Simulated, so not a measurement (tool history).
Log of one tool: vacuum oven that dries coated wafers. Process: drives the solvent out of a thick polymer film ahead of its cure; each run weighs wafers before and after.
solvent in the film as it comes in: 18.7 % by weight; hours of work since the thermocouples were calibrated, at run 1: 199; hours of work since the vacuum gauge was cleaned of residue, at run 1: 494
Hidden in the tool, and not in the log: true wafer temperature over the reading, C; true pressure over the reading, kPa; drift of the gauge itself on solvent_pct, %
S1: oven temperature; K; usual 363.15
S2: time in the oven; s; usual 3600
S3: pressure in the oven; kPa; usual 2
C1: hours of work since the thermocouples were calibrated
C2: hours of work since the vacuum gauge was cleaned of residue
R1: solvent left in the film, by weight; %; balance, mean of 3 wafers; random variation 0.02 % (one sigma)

run 1 hour=0 | S1=363.15 S2=3600 S3=2 | C1=199 C2=494 | R1=1.39
run 2 hour=34.7 | S1=363.15 S2=5100 S3=2 | C1=223 C2=518 | R1=0.83
run 3 hour=67.4 | S1=363.15 S2=5100 S3=2 | C1=246 C2=541 | R1=0.81
run 4 hour=101.3 | S1=363.15 S2=5100 S3=2 | C1=270 C2=565 | R1=0.86
run 5 hour=121.4 | S1=363.15 S2=5100 S3=2 | C1=284 C2=579 | R1=0.85
run 6 hour=155.5 | S1=363.15 S2=5100 S3=2 | C1=308 C2=602 | R1=0.85
run 7 hour=179.6 | S1=363.15 S2=5100 S3=2 | C1=325 C2=619 | R1=0.84
run 8 hour=206.1 | S1=363.15 S2=5100 S3=2 | C1=343 C2=638 | R1=0.84
run 9 hour=233.3 | S1=363.15 S2=5100 S3=2 | C1=362 C2=657 | R1=0.82
run 10 hour=263.9 | S1=363.15 S2=3600 S3=2 | C1=384 C2=678 | R1=1.38
run 11 hour=287.5 | S1=363.15 S2=3600 S3=2 | C1=400 C2=695 | R1=1.37
run 12 hour=309.8 | S1=363.15 S2=3600 S3=2 | C1=416 C2=710 | R1=1.42
run 13 hour=334.1 | S1=363.15 S2=3600 S3=2.73 | C1=433 C2=727 | R1=1.52
run 14 hour=349.4 | S1=363.15 S2=3600 S3=2.73 | C1=443 C2=738 | R1=1.55
run 15 hour=382 | S1=363.15 S2=3600 S3=2 | C1=466 C2=761 | R1=1.37
run 16 hour=407.2 | S1=363.15 S2=3600 S3=2 | C1=484 C2=779 | R1=1.38
run 17 hour=433.3 | S1=363.15 S2=3600 S3=2 | C1=502 C2=797 | R1=1.36
run 18 hour=452.4 | S1=363.15 S2=3600 S3=2 | C1=516 C2=810 | R1=1.35
run 19 hour=471 | S1=361.15 S2=3060 S3=1.56 | C1=529 C2=823 | R1=2.04
run 20 hour=502.2 | S1=364.15 S2=3300 S3=2 | C1=550 C2=845 | R1=1.41
run 21 hour=528.9 | S1=349.15 S2=2040 S3=1.15 | C1=569 C2=864 | R1=7.09
run 22 hour=558.1 | S1=357.15 S2=4740 S3=1.54 | C1=590 C2=884 | R1=1.45
run 23 hour=588.8 | S1=356.15 S2=5580 S3=1.54 | C1=611 C2=906 | R1=1.26
run 24 hour=606 | S1=356.15 S2=5580 S3=1.54 | C1=623 C2=918 | R1=1.24
run 25 hour=637.2 | S1=368.15 S2=1920 S3=1.28 | C1=645 C2=940 | R1=2.29
run 26 hour=661.3 | S1=368.15 S2=1920 S3=5.99 | C1=662 C2=956 | R1=3.27
run 27 hour=680.1 | S1=363.15 S2=2760 S3=2 | C1=675 C2=970 | R1=2.09
run 28 hour=698.8 | S1=376.15 S2=3600 S3=1.89 | C1=688 C2=983 | R1=0.48
-- hour=727.7 oven's thermocouples calibrated
run 29 hour=734.4 | S1=356.15 S2=3960 S3=1.25 | C1=5 C2=1006 | R1=2.16
run 30 hour=766.6 | S1=362.15 S2=2520 S3=2 | C1=27 C2=1029 | R1=2.82
run 31 hour=784.7 | S1=362.15 S2=2520 S3=2 | C1=40 C2=1041 | R1=2.83
run 32 hour=810.2 | S1=375.15 S2=4320 S3=2 | C1=58 C2=1059 | R1=0.45
run 33 hour=831.2 | S1=354.15 S2=4320 S3=7.66 | C1=72 C2=1074 | R1=4.55
run 34 hour=861.4 | S1=354.15 S2=4320 S3=7.66 | C1=94 C2=1095 | R1=4.5
run 35 hour=888.6 | S1=354.15 S2=4320 S3=7.66 | C1=113 C2=1114 | R1=4.56
run 36 hour=913.3 | S1=364.15 S2=3600 S3=2.86 | C1=130 C2=1131 | R1=1.57

Measured less the same run without the tool's hidden state. The same run-to-run variation is in both; the gauge's scatter may not be:
run=1 R1=+0.05
run=2 R1=+0.06
run=3 R1=+0.05
run=4 R1=+0.06
run=5 R1=+0.06
run=6 R1=+0.06
run=7 R1=+0.06
run=8 R1=+0.06
run=9 R1=+0.06
run=10 R1=+0.05
run=11 R1=+0.04
run=12 R1=+0.04
run=13 R1=+0.04
run=14 R1=+0.04
run=15 R1=+0.04
run=16 R1=+0.04
run=17 R1=+0.04
run=18 R1=+0.04
run=19 R1=+0.01
run=20 R1=+0.03
run=21 R1=-0.03
run=22 R1=+0.06
run=23 R1=+0.08
run=24 R1=+0.08
run=25 R1=-0.04
run=26 R1=-0.05
run=27 R1=-0.01
run=28 R1=+0.06
run=29 R1=+0.2
run=30 R1=+0.16
run=31 R1=+0.16
run=32 R1=+0.09
run=33 R1=+0.21
run=34 R1=+0.2
run=35 R1=+0.21
run=36 R1=+0.14
